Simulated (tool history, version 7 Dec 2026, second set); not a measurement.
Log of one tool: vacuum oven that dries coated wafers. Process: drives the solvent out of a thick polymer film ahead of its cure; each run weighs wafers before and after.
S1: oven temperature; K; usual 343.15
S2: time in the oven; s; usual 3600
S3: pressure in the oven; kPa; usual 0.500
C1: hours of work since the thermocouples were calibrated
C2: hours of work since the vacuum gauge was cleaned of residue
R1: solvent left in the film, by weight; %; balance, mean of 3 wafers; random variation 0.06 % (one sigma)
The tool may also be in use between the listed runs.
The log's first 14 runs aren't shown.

| run | day | S1 | S2 | S3 | C1 | C2 | R1 |
|---|---|---|---|---|---|---|---|
| 15 | 6.192 | 343.15 | 3600 | 1.113 | 944 | 248 | 3.35 |
| 16 | 6.525 | 357.15 | 2700 | 1.810 | 949 | 253 | 1.13 |
| 17 | 6.904 | 346.15 | 5400 | 0.548 | 954 | 258 | 1.03 |
| 18 | 7.271 | 356.15 | 3600 | 0.705 | 960 | 264 | 0.50 |
| 19 | 7.583 | 343.15 | 4020 | 0.500 | 964 | 268 | 2.78 |
| 20 | 7.896 | 336.15 | 3600 | 1.701 | 969 | 273 | 6.74 |
| 21 | 8.208 | 343.15 | 3480 | 0.336 | 973 | 277 | 3.28 |
| 22 | 8.667 | 357.15 | 3480 | 0.592 | 980 | 284 | 0.38 |

The next listed run, before its measurement:
| 23 | 9.221 | 357.15 | 3480 | 0.592 | 988 | 292 | ? |

R1: 0.37 %
Without the tool's hidden state the same run would have given R1 0.37 %.

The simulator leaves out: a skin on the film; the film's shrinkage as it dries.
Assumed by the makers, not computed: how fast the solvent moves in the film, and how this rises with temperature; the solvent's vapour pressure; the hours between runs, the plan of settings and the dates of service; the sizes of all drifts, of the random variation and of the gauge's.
